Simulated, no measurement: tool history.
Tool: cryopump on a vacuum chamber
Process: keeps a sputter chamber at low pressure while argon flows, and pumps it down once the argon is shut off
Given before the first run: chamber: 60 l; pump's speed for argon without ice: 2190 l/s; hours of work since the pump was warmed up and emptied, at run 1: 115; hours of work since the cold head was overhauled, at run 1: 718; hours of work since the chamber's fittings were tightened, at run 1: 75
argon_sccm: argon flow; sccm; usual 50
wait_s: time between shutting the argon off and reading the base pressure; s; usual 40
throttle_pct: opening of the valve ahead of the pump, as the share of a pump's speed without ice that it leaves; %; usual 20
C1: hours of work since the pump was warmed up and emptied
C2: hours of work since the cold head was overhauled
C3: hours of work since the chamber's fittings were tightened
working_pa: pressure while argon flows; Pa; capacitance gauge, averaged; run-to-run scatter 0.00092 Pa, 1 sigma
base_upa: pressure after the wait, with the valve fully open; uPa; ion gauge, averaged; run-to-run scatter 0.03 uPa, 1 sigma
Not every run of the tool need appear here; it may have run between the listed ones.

Run 1, hour 0.0: usual settings; C1 115; C2 718; C3 75. Result: working_pa 0.1938 Pa, base_upa 1.54 uPa.
Run 2, hour 42.2: usual settings; C1 138; C2 740; C3 97. Result: working_pa 0.1946 Pa, base_upa 1.57 uPa.
Run 3, hour 87.9: usual settings but wait_s 227 s; C1 162; C2 765; C3 121. Result: working_pa 0.1965 Pa, base_upa 0.46 uPa.
Run 4, hour 117.7: usual settings but argon_sccm 34 sccm, wait_s 227 s; C1 178; C2 780; C3 137. Result: working_pa 0.1336 Pa, base_upa 0.44 uPa.
Run 5, hour 171.5: usual settings but argon_sccm 34 sccm, wait_s 227 s; C1 206; C2 809; C3 166. Result: working_pa 0.1343 Pa, base_upa 0.48 uPa.
Run 6, hour 207.1: usual settings but argon_sccm 34 sccm, wait_s 227 s; C1 225; C2 828; C3 185. Result: working_pa 0.1337 Pa, base_upa 0.43 uPa.
Run 7, hour 246.9: usual settings but argon_sccm 34 sccm, wait_s 227 s; C1 247; C2 849; C3 206. Result: working_pa 0.1329 Pa, base_upa 0.48 uPa.
Run 8, hour 299.4: usual settings; C1 274; C2 877; C3 234. Result: working_pa 0.1985 Pa, base_upa 1.60 uPa.
Run 9, hour 343.6: usual settings; C1 298; C2 900; C3 257. Result: working_pa 0.1968 Pa, base_upa 1.54 uPa.
Run 10, hour 379.5: usual settings; C1 317; C2 919; C3 276. Result: working_pa 0.1983 Pa, base_upa 1.58 uPa.
Run 11, hour 401.7: usual settings; C1 329; C2 931; C3 288. Result: working_pa 0.2006 Pa, base_upa 1.61 uPa.
Run 12, hour 446.4: usual settings; C1 352; C2 955; C3 312. Result: working_pa 0.1993 Pa, base_upa 1.62 uPa.
Run 13, hour 478.4: usual settings but throttle_pct 52 %; C1 369; C2 972; C3 329. Result: working_pa 0.0805 Pa, base_upa 1.59 uPa.
Run 14, hour 520.4: usual settings but argon_sccm 31 sccm; C1 392; C2 994; C3 351. Result: working_pa 0.1235 Pa, base_upa 1.65 uPa.
Run 15, hour 573.9: usual settings but argon_sccm 54 sccm; C1 420; C2 1022; C3 379. Result: working_pa 0.2166 Pa, base_upa 1.66 uPa.
Run 16, hour 604.2: usual settings but argon_sccm 54 sccm, wait_s 89 s, throttle_pct 43 %; C1 436; C2 1039; C3 395. Result: working_pa 0.1047 Pa, base_upa 0.88 uPa.
Run 17, hour 649.8: usual settings but argon_sccm 46 sccm, wait_s 25 s, throttle_pct 43 %; C1 460; C2 1063; C3 420. Result: working_pa 0.0903 Pa, base_upa 2.47 uPa.
Run 18, hour 695.2: usual settings but argon_sccm 56 sccm, wait_s 34 s, throttle_pct 18 %; C1 484; C2 1087; C3 444. Result: working_pa 0.2486 Pa, base_upa 1.87 uPa.
Run 19, hour 738.9: usual settings but argon_sccm 56 sccm, wait_s 34 s, throttle_pct 18 %; C1 508; C2 1110; C3 467. Result: working_pa 0.2507 Pa, base_upa 1.91 uPa.
Run 20, hour 765.1: usual settings but argon_sccm 56 sccm, wait_s 34 s, throttle_pct 18 %; C1 522; C2 1124; C3 481. Result: working_pa 0.2494 Pa, base_upa 1.86 uPa.
Run 21, hour 792.6: usual settings but argon_sccm 29 sccm, wait_s 112 s, throttle_pct 27 %; C1 536; C2 1139; C3 495. Result: working_pa 0.0872 Pa, base_upa 0.80 uPa.
Run 22, hour 818.7: usual settings but argon_sccm 29 sccm, wait_s 112 s, throttle_pct 27 %; C1 550; C2 1152; C3 509. Result: working_pa 0.0881 Pa, base_upa 0.78 uPa.
Run 23, hour 848.0: usual settings but argon_sccm 29 sccm, wait_s 112 s, throttle_pct 27 %; C1 566; C2 1168; C3 525. Result: working_pa 0.0889 Pa, base_upa 0.81 uPa.
At hour 879.4: pump warmed up, emptied and cooled again.
Run 24, hour 900.9: usual settings but argon_sccm 29 sccm, wait_s 112 s, throttle_pct 27 %; C1 11; C2 1193; C3 550. Result: working_pa 0.0835 Pa, base_upa 0.76 uPa.
Run 25, hour 924.2: usual settings but argon_sccm 77 sccm, wait_s 178 s, throttle_pct 36 %; C1 24; C2 1206; C3 563. Result: working_pa 0.1656 Pa, base_upa 0.58 uPa.
Run 26, hour 978.3: usual settings but argon_sccm 77 sccm, wait_s 178 s, throttle_pct 36 %; C1 52; C2 1234; C3 591. Result: working_pa 0.1666 Pa, base_upa 0.57 uPa.

Estimate the outcome of run 27 from the log above:
Run 27, hour 1021.4: usual settings but argon_sccm 47 sccm, wait_s 100 s, throttle_pct 21 %; C1 75; C2 1257; C3 614. Result: working_pa ?, base_upa ?.

Run 27 came out at working_pa 0.1728 Pa, base_upa 0.87 uPa.
With the hidden condition absent and the run-to-run variation left alone, this run would have shown working_pa 0.1711 Pa, base_upa 0.72 uPa.
